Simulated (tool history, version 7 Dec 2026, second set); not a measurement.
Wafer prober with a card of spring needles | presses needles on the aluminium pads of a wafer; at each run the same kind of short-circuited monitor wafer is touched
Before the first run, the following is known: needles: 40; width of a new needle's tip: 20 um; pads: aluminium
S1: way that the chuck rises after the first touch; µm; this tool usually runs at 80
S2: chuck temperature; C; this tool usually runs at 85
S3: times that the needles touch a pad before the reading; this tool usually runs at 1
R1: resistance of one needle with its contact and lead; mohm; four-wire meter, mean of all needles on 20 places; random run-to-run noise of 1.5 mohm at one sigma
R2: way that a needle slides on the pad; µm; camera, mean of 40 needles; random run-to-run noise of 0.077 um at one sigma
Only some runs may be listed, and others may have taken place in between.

{"run": 1, "hour": 0.0, "S1": 80, "S2": 85, "S3": 1, "R1": 145, "R2": 11.85}
{"hour": 5.4, "done": "tips cleaned on abrasive film"}
{"hour": 13.7, "done": "tips cleaned on abrasive film"}
{"hour": 22.8, "done": "tips cleaned on abrasive film"}
{"run": 2, "hour": 24.9, "S1": 80, "S2": 85, "S3": 1, "R1": 143, "R2": 11.68}
{"hour": 31.8, "done": "tips cleaned on abrasive film"}
{"hour": 41.0, "done": "tips cleaned on abrasive film"}
{"run": 3, "hour": 45.1, "S1": 80, "S2": 47, "S3": 1, "R1": 142, "R2": 11.58}
{"hour": 49.5, "done": "tips cleaned on abrasive film"}
{"hour": 58.1, "done": "tips cleaned on abrasive film"}
{"run": 4, "hour": 65.1, "S1": 80, "S2": 47, "S3": 1, "R1": 146, "R2": 11.63}
{"hour": 67.1, "done": "tips cleaned on abrasive film"}
{"hour": 75.9, "done": "tips cleaned on abrasive film"}
{"run": 5, "hour": 81.7, "S1": 80, "S2": 47, "S3": 1, "R1": 145, "R2": 11.55}
{"hour": 83.4, "done": "tips cleaned on abrasive film"}
{"hour": 91.3, "done": "tips cleaned on abrasive film"}
{"run": 6, "hour": 96.8, "S1": 80, "S2": 47, "S3": 1, "R1": 147, "R2": 11.6}
{"hour": 100.6, "done": "tips cleaned on abrasive film"}
{"hour": 108.3, "done": "tips cleaned on abrasive film"}
{"hour": 116.4, "done": "tips cleaned on abrasive film"}
{"run": 7, "hour": 120.0, "S1": 80, "S2": 47, "S3": 1, "R1": 146, "R2": 11.54}
{"hour": 124.1, "done": "tips cleaned on abrasive film"}
{"hour": 132.7, "done": "tips cleaned on abrasive film"}
{"run": 8, "hour": 132.7, "S1": 91, "S2": 85, "S3": 1, "R1": 131, "R2": 13.16}
{"hour": 136.6, "done": "height of the first contact set anew"}
{"hour": 141.0, "done": "tips cleaned on abrasive film"}
{"hour": 149.2, "done": "tips cleaned on abrasive film"}
{"run": 9, "hour": 156.3, "S1": 91, "S2": 66, "S3": 1, "R1": 143, "R2": 13.54}
{"hour": 158.3, "done": "tips cleaned on abrasive film"}
{"hour": 166.6, "done": "tips cleaned on abrasive film"}
{"run": 10, "hour": 174.0, "S1": 91, "S2": 66, "S3": 1, "R1": 146, "R2": 13.86}
{"hour": 175.4, "done": "tips cleaned on abrasive film"}
{"hour": 183.1, "done": "tips cleaned on abrasive film"}
{"hour": 191.9, "done": "tips cleaned on abrasive film"}
{"run": 11, "hour": 196.1, "S1": 91, "S2": 66, "S3": 1, "R1": 138, "R2": 13.9}
{"hour": 201.1, "done": "tips cleaned on abrasive film"}
{"hour": 209.6, "done": "tips cleaned on abrasive film"}
{"run": 12, "hour": 215.9, "S1": 80, "S2": 85, "S3": 1, "R1": 152, "R2": 12.03}
{"hour": 217.9, "done": "tips cleaned on abrasive film"}
{"hour": 226.9, "done": "tips cleaned on abrasive film"}
{"run": 13, "hour": 229.6, "S1": 80, "S2": 85, "S3": 1, "R1": 142, "R2": 11.98}
{"hour": 234.5, "done": "tips cleaned on abrasive film"}
{"hour": 242.4, "done": "tips cleaned on abrasive film"}
{"run": 14, "hour": 249.6, "S1": 80, "S2": 125, "S3": 1, "R1": 157, "R2": 12.04}
{"hour": 250.7, "done": "tips cleaned on abrasive film"}
{"hour": 258.4, "done": "tips cleaned on abrasive film"}
{"run": 15, "hour": 260.8, "S1": 80, "S2": 29, "S3": 1, "R1": 136, "R2": 12.01}
{"hour": 266.4, "done": "tips cleaned on abrasive film"}
{"run": 16, "hour": 273.2, "S1": 67, "S2": 59, "S3": 1, "R1": 158, "R2": 9.93}
{"hour": 275.2, "done": "tips cleaned on abrasive film"}
{"hour": 284.3, "done": "tips cleaned on abrasive film"}
{"hour": 292.4, "done": "tips cleaned on abrasive film"}
{"run": 17, "hour": 293.1, "S1": 80, "S2": 54, "S3": 2, "R1": 134, "R2": 11.91}
{"hour": 300.8, "done": "tips cleaned on abrasive film"}
{"run": 18, "hour": 303.5, "S1": 63, "S2": 36, "S3": 2, "R1": 139, "R2": 9.3}
{"hour": 308.4, "done": "tips cleaned on abrasive film"}
{"hour": 316.1, "done": "tips cleaned on abrasive film"}
{"hour": 325.1, "done": "tips cleaned on abrasive film"}
{"run": 19, "hour": 326.2, "S1": 63, "S2": 36, "S3": 2, "R1": 133, "R2": 9.4}
{"hour": 334.5, "done": "tips cleaned on abrasive film"}
{"hour": 342.2, "done": "tips cleaned on abrasive film"}
{"run": 20, "hour": 342.2, "S1": 63, "S2": 36, "S3": 2, "R1": 132, "R2": 9.25}
{"hour": 350.1, "done": "tips cleaned on abrasive film"}
{"run": 21, "hour": 355.5, "S1": 63, "S2": 36, "S3": 2, "R1": 146, "R2": 9.2}
{"hour": 358.1, "done": "tips cleaned on abrasive film"}
{"hour": 366.0, "done": "tips cleaned on abrasive film"}
{"hour": 373.5, "done": "tips cleaned on abrasive film"}
{"run": 22, "hour": 373.5, "S1": 83, "S2": 93, "S3": 2, "R1": 138, "R2": 12.26}
{"hour": 382.0, "done": "tips cleaned on abrasive film"}
{"run": 23, "hour": 385.4, "S1": 83, "S2": 93, "S3": 2, "R1": 142, "R2": 12.17}
{"hour": 390.0, "done": "tips cleaned on abrasive film"}
{"hour": 397.6, "done": "tips cleaned on abrasive film"}
{"run": 24, "hour": 397.7, "S1": 83, "S2": 93, "S3": 2, "R1": 138, "R2": 12.17}
{"hour": 405.3, "done": "tips cleaned on abrasive film"}
{"hour": 414.2, "done": "tips cleaned on abrasive film"}
{"run": 25, "hour": 418.6, "S1": 61, "S2": 28, "S3": 2, "R1": 148, "R2": 8.78}
{"hour": 422.1, "done": "tips cleaned on abrasive film"}
{"hour": 430.0, "done": "tips cleaned on abrasive film"}
{"run": 26, "hour": 433.8, "S1": 61, "S2": 109, "S3": 2, "R1": 157, "R2": 8.81}
{"hour": 438.3, "done": "tips cleaned on abrasive film"}
{"run": 27, "hour": 445.6, "S1": 76, "S2": 29, "S3": 1, "R1": 153, "R2": 11.04}
{"hour": 447.6, "done": "tips cleaned on abrasive film"}
{"hour": 455.7, "done": "tips cleaned on abrasive film"}
{"hour": 464.0, "done": "tips cleaned on abrasive film"}
{"run": 28, "hour": 464.8, "S1": 80, "S2": 37, "S3": 2, "R1": 132, "R2": 11.61}
{"hour": 471.8, "done": "tips cleaned on abrasive film"}
{"hour": 480.0, "done": "tips cleaned on abrasive film"}
{"run": 29, "hour": 485.2, "S1": 97, "S2": 28, "S3": 1, "R1": 137, "R2": 14.05}

Some steps in R1, run to run, broken into two amounts with sign: the step expected even without the hidden condition (settings, incoming material, random variation), and the rest, left for the hidden condition together with whatever gauge scatter is not in both the measured and the hidden-condition-free result:
The hidden state here: debris on the tips, nm; way that the needles fall short of the set height, um; tips' diameter, um; drift of the gauge itself on contact_mohm, %; drift of the gauge itself on scrub_um, %.
Run 15 -> 16: S1 80 -> 67, S2 29 -> 59, tips cleaned on abrasive film. R1 +22 mohm: hidden state +16, all else +6.
Run 16 -> 17: S1 67 -> 80, S2 59 -> 54, S3 1 -> 2, tips cleaned on abrasive film, tips cleaned on abrasive film, tips cleaned on abrasive film. R1 -24 mohm: hidden state -22, all else -2.
Run 27 -> 28: S1 76 -> 80, S2 29 -> 37, S3 1 -> 2, tips cleaned on abrasive film, tips cleaned on abrasive film, tips cleaned on abrasive film. R1 -21 mohm: hidden state -21, all else +0.
